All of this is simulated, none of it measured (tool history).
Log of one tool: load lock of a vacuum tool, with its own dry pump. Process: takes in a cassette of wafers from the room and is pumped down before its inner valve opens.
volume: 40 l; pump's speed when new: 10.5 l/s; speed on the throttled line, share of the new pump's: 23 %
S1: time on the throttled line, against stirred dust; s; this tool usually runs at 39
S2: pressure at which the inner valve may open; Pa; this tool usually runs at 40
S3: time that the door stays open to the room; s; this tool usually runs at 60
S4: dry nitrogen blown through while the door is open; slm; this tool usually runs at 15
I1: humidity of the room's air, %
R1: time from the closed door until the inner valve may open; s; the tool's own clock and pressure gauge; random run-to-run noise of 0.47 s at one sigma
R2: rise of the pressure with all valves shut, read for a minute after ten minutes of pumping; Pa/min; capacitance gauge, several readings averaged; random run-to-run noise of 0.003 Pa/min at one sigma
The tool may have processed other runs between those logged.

run 1 hour=0.0 | S1=39 S2=40 S3=60 S4=15 | I1=47.2 | R1=63.0 R2=0.094
run 2 hour=616.5 | S1=39 S2=65 S3=60 S4=15 | I1=45.9 | R1=60.9 R2=0.118
run 3 hour=1072.0 | S1=39 S2=40 S3=60 S4=15 | I1=41.2 | R1=63.0 R2=0.133
run 4 hour=1500.2 | S1=39 S2=59 S3=60 S4=15 | I1=48.2 | R1=60.9 R2=0.150
run 5 hour=1957.7 | S1=39 S2=59 S3=60 S4=15 | I1=41.3 | R1=61.3 R2=0.163
run 6 hour=2355.0 | S1=39 S2=40 S3=60 S4=15 | I1=44.2 | R1=63.5 R2=0.179
run 7 hour=2665.6 | S1=39 S2=40 S3=60 S4=15 | I1=42.4 | R1=64.4 R2=0.200
run 8 hour=3002.3 | S1=39 S2=40 S3=60 S4=15 | I1=43.3 | R1=64.3 R2=0.207
run 9 hour=3332.3 | S1=39 S2=40 S3=60 S4=15 | I1=47.4 | R1=63.8 R2=0.234
run 10 hour=3780.2 | S1=26 S2=37 S3=60 S4=10 | I1=42.7 | R1=55.2 R2=0.261
run 11 hour=4374.7 | S1=26 S2=37 S3=60 S4=10 | I1=47.5 | R1=55.5 R2=0.296
run 12 hour=4698.6 | S1=26 S2=37 S3=60 S4=10 | I1=47.4 | R1=55.2 R2=0.307

Forecast each of these 5 alternatives for the next run:
run A hour=5056.3 | S1=68 S2=42 S3=44 S4=10 | I1=42.4 | R1=? R2=?
run B hour=5056.3 | S1=39 S2=40 S3=88 S4=19 | I1=45.3 | R1=? R2=?
run C hour=5056.3 | S1=39 S2=65 S3=209 S4=5 | I1=47.4 | R1=? R2=?
run D hour=5056.3 | S1=63 S2=74 S3=60 S4=15 | I1=44.1 | R1=? R2=?
run E hour=5056.3 | S1=37 S2=40 S3=60 S4=15 | I1=41.0 | R1=? R2=?

run=A R1=85.4 R2=0.323
run=B R1=63.6 R2=0.334
run=C R1=62.4 R2=0.394
run=D R1=77.6 R2=0.319
run=E R1=63.6 R2=0.313
What these runs would have given with no unlogged condition in the tool:
run=A R1=82.2 R2=0.032
run=B R1=58.8 R2=0.040
run=C R1=57.9 R2=0.108
run=D R1=74.6 R2=0.033
run=E R1=58.7 R2=0.028
